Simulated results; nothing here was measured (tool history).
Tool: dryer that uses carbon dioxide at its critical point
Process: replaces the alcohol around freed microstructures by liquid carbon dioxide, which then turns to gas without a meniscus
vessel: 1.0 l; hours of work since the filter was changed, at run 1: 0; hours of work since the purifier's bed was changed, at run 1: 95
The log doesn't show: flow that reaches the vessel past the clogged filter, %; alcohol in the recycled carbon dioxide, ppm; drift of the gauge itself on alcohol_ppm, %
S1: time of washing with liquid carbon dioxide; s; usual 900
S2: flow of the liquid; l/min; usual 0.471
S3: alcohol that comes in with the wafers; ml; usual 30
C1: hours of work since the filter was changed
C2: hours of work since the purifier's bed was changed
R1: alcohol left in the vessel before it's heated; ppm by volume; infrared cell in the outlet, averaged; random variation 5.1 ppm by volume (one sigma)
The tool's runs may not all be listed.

run,hour,S1,S2,S3,C1,C2,R1
1,0,900,0.471,30,0,95,57
2,9.7,900,0.471,30,5,100,54
3,25.5,900,0.471,30,12,107,61
4,34.6,900,0.471,30,17,112,58
5,52.8,900,0.471,30,25,121,59
6,66.7,900,0.471,30,32,127,59
7,83.5,900,0.471,52,40,135,93
8,99.4,660,0.471,30,48,143,271
9,114.7,900,0.471,30,55,150,62
10,130.1,720,0.471,30,63,158,186
11,139.4,900,0.471,30,67,162,65
12,148.7,900,0.471,30,72,167,65
13,163.4,900,0.471,30,79,174,60
14,179,900,0.471,30,86,181,66
15,196.6,900,0.471,30,95,190,65
16,210.2,900,0.471,30,101,196,61
17,220,900,0.471,111,106,201,201
18,238.4,900,0.471,111,115,210,204
19,251.9,900,0.471,116,122,217,217
20,269.4,900,0.471,116,130,225,218
21,279.4,900,0.471,30,135,230,69
22,288.6,900,0.471,30,139,234,72
23,301,900,0.471,30,145,240,70
24,312.9,900,0.411,30,151,246,131
25,325.7,600,0.491,35,157,252,446
26,336.1,900,0.664,118,162,257,39
27,345.1,900,0.747,27,167,262,22
28,361.8,900,0.747,27,175,270,33
29,373.7,540,0.4,25,180,275,967
30,386.6,900,0.333,63,187,282,674
31,401.8,1020,0.427,22,194,289,59
32,414,840,0.448,21,200,295,98
33,423.2,900,0.783,30,204,299,23
34,432.2,660,0.296,34,209,304,1744
35,448.3,1380,0.471,22,216,311,20
36,463.8,900,0.491,31,224,319,67
37,474.9,960,0.495,43,229,324,59
38,490.4,960,0.495,43,237,332,56
39,502.4,1260,0.471,61,242,338,35
40,512,900,0.482,74,247,342,150
41,524,780,0.471,77,253,348,355
42,542.4,720,0.576,55,262,357,154
43,554.7,840,0.471,30,268,363,113
44,572.9,1080,0.501,30,276,372,39
45,586.7,1200,0.409,99,283,378,103
46,603.6,1440,0.409,93,291,386,43
47,617.8,1020,0.393,30,298,393,107

Hidden state or all else? Some run-to-run changes of R1, split into what the settings, what came in and random variation would give without the hidden state, and what is left for the hidden state (with any gauge scatter that isn't in both results):
Run 28 -> 29: S1 900 -> 540, S2 0.747 -> 0.4, S3 27 -> 25. R1 +934 ppm by volume: hidden state +90, all else +844.
Run 33 -> 34: S1 900 -> 660, S2 0.783 -> 0.296, S3 30 -> 34. R1 +1721 ppm by volume: hidden state +171, all else +1550.
Run 34 -> 35: S1 660 -> 1380, S2 0.296 -> 0.471, S3 34 -> 22. R1 -1724 ppm by volume: hidden state -170, all else -1554.
